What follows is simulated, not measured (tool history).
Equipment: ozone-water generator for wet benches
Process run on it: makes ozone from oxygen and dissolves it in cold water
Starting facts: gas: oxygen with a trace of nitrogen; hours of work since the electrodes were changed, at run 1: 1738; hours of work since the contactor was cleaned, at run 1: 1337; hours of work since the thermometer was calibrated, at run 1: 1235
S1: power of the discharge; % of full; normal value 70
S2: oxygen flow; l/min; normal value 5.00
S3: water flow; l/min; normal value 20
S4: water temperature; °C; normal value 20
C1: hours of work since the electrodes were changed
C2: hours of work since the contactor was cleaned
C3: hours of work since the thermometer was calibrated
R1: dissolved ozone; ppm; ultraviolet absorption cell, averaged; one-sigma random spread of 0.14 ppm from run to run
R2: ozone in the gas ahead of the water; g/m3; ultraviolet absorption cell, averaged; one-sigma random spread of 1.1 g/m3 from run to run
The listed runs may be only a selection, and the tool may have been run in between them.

Run 1, day 0.000: usual settings; C1 1738; C2 1337; C3 1235. Result: R1 15.7 ppm, R2 196.4 g/m3.
Run 2, day 4.617: usual settings; C1 1811; C2 1411; C3 1309. Result: R1 15.5 ppm, R2 199.4 g/m3.
Run 3, day 8.850: usual settings; C1 1879; C2 1478; C3 1376. Result: R1 15.5 ppm, R2 198.8 g/m3.
Run 4, day 12.704: usual settings but S3 22 l/min; C1 1940; C2 1540; C3 1438. Result: R1 14.2 ppm, R2 197.0 g/m3.
Run 5, day 17.142: usual settings but S3 22 l/min; C1 2011; C2 1611; C3 1509. Result: R1 14.4 ppm, R2 198.2 g/m3.
Run 6, day 21.071: usual settings but S3 22 l/min; C1 2073; C2 1673; C3 1571. Result: R1 14.4 ppm, R2 196.8 g/m3.
Run 7, day 24.629: usual settings but S2 8.56 l/min, S3 17 l/min, S4 13 °C; C1 2130; C2 1730; C3 1628. Result: R1 19.5 ppm, R2 149.8 g/m3.
Run 8, day 29.042: usual settings but S2 4.77 l/min, S4 16 °C; C1 2200; C2 1800; C3 1698. Result: R1 16.2 ppm, R2 201.8 g/m3.
Run 9, day 32.704: usual settings but S1 61 % of full, S2 5.70 l/min, S3 16 l/min, S4 21 °C; C1 2259; C2 1859; C3 1757. Result: R1 17.2 ppm, R2 171.3 g/m3.
Run 10, day 35.546: usual settings but S1 61 % of full, S2 5.70 l/min, S3 16 l/min, S4 21 °C; C1 2304; C2 1904; C3 1802. Result: R1 17.2 ppm, R2 174.3 g/m3.

Predict each of these 3 candidate next runs independently; none follows another, all start after run 10:
Run A, day 40.171: usual settings but S4 17 °C; C1 2378; C2 1978; C3 1876. Result: R1 ?, R2 ?.
Run B, day 40.171: usual settings but S1 61 % of full, S2 4.78 l/min, S3 15 l/min, S4 17 °C; C1 2378; C2 1978; C3 1876. Result: R1 ?, R2 ?.
Run C, day 40.171: usual settings but S1 96 % of full, S2 5.70 l/min, S3 16 l/min, S4 21 °C; C1 2378; C2 1978; C3 1876. Result: R1 ?, R2 ?.

run    R1     R2
  A  16.0  197.9
  B  19.4  189.4
  C  21.9  220.6
Without the tool's hidden state the same runs would have given:
run    R1     R2
  A  16.0  195.8
  B  19.5  187.4
  C  21.9  218.2

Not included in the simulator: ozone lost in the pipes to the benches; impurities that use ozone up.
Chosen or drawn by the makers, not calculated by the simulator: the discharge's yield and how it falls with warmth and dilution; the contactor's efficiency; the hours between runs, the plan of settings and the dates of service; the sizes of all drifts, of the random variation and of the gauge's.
